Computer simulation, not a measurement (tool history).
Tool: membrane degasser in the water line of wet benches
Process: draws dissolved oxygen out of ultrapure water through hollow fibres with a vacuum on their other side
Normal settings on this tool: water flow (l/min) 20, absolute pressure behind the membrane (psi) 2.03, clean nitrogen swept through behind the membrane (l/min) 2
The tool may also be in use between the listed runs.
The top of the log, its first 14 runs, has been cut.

run    hour  water flow (l/min)  absolute pressure behind the membrane (psi)  clean nitrogen swept through behind the membrane (l/min)  dissolved oxygen in the water behind the degasser (ppb)  pressure that the water loses in the fibres (psi)
 15   525.1                  20                                         2.03                                                         2                                                    332.4                                              3.738
 16   579.4                  12                                         2.28                                                         2                                                    196.2                                              2.222
 17   617.2                  19                                         1.61                                                         2                                                    250.3                                              3.559
 18   643.3                  19                                         1.61                                                         2                                                    242.6                                              3.581
 19   683.1                  31                                         1.54                                                      0.92                                                    718.8                                              5.802
 20   707.7                  13                                         2.03                                                         3                                                    134.8                                              2.406
 21   765.3                  16                                         2.03                                                         3                                                    177.8                                              3.017
 22   810.8                  16                                         2.03                                                         3                                                    181.9                                              3.004
 23   845.9                  23                                         1.61                                                      5.99                                                      198                                              4.324
 24   870.3                  23                                         1.61                                                      5.99                                                    199.7                                              4.266
 25   905.3                  23                                         1.61                                                      2.66                                                    281.5                                              4.313
 26   935.8                  20                                         1.51                                                         2                                                    253.2                                              3.756
 27     973                  16                                         4.08                                                      3.78                                                    292.5                                              3.002
 28  1014.6                  20                                         2.03                                                       2.7                                                    269.9                                              3.755
 29    1040                  20                                         2.03                                                       2.7                                                    269.7                                              3.767
 30  1082.7                  20                                         3.89                                                      0.89                                                   1091.3                                              3.752

Alternative continuations, all from the tool just after run 30; predict every row:
  A  1115.4                  20                                         1.94                                                      2.14                                                        ?                                                  ?
  B  1115.4                  20                                         1.52                                                      1.33                                                        ?                                                  ?
  C  1115.4                  20                                         2.61                                                      0.94                                                        ?                                                  ?
  D  1115.4                  20                                         2.03                                                      3.93                                                        ?                                                  ?
  E  1115.4                  14                                         1.52                                                      2.78                                                        ?                                                  ?

run  dissolved oxygen in the water behind the degasser (ppb)  pressure that the water loses in the fibres (psi)
  A                                                    307.4                                              3.765
  B                                                    326.2                                              3.758
  C                                                    725.2                                              3.748
  D                                                    220.2                                              3.738
  E                                                    117.4                                              2.627
Stripped of hidden state, with their random variation kept, the same runs would have yielded:
run  dissolved oxygen in the water behind the degasser (ppb)  pressure that the water loses in the fibres (psi)
  A                                                    306.9                                              3.764
  B                                                    325.6                                              3.756
  C                                                    724.4                                              3.746
  D                                                    219.8                                              3.736
  E                                                    117.1                                              2.627

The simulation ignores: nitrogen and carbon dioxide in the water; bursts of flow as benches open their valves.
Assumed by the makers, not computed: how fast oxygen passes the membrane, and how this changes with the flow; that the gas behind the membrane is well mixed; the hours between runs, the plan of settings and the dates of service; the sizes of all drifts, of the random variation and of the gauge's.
